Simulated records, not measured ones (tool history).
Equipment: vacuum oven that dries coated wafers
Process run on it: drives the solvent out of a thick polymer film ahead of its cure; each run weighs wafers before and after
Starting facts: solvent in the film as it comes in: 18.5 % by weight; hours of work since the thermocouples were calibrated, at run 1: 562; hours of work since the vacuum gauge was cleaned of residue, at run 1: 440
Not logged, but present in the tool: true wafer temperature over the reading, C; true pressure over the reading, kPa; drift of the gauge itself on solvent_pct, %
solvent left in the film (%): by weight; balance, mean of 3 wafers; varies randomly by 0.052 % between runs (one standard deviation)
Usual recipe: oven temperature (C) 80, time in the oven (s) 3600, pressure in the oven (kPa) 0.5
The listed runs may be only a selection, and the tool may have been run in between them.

run,day,oven temperature (C),time in the oven (s),pressure in the oven (kPa),hours of work since the thermocouples were calibrated,hours of work since the vacuum gauge was cleaned of residue,solvent left in the film (%)
1,0,80,3600,0.5,562,440,1.66
2,0.75,80,3600,0.5,574,453,1.73
3,1.329,80,3600,0.5,584,462,1.59
4,1.817,80,3600,0.5,592,471,1.67
5,2.329,80,3600,0.5,601,479,1.69
6,2.746,80,3600,1.888,608,486,2.68
7,3.304,80,3600,1.888,617,495,2.55
8,4.108,80,3600,1.888,630,509,2.59
9,4.7,80,3600,0.5,640,518,1.75
10,5.412,80,3600,1.758,652,530,2.48
11,6.083,80,3600,1.758,663,541,2.46
12,7.012,94,3360,0.902,678,557,0.73
13,7.433,94,3360,0.902,685,564,0.66
14,8.292,93,3600,0.293,700,578,0.38
15,9.204,93,3600,0.293,715,593,0.41
16,9.667,86,2160,0.748,723,601,2.65
17,10.367,82,5520,0.5,734,613,0.62

Predict each of these 5 candidate next runs independently; none follows another, all start after run 17:
A,10.817,84,3600,0.5,742,620,?
B,10.817,74,3060,0.409,742,620,?
C,10.817,82,3300,1.631,742,620,?
D,10.817,69,4620,0.609,742,620,?
E,10.817,82,2880,1.045,742,620,?

run,solvent left in the film (%)
A,1.14
B,3.54
C,2.49
D,2.97
E,2.43
Without the tool's unlogged condition, the same runs would have read:
run,solvent left in the film (%)
A,0.86
B,2.98
C,2.09
D,2.43
E,2.01

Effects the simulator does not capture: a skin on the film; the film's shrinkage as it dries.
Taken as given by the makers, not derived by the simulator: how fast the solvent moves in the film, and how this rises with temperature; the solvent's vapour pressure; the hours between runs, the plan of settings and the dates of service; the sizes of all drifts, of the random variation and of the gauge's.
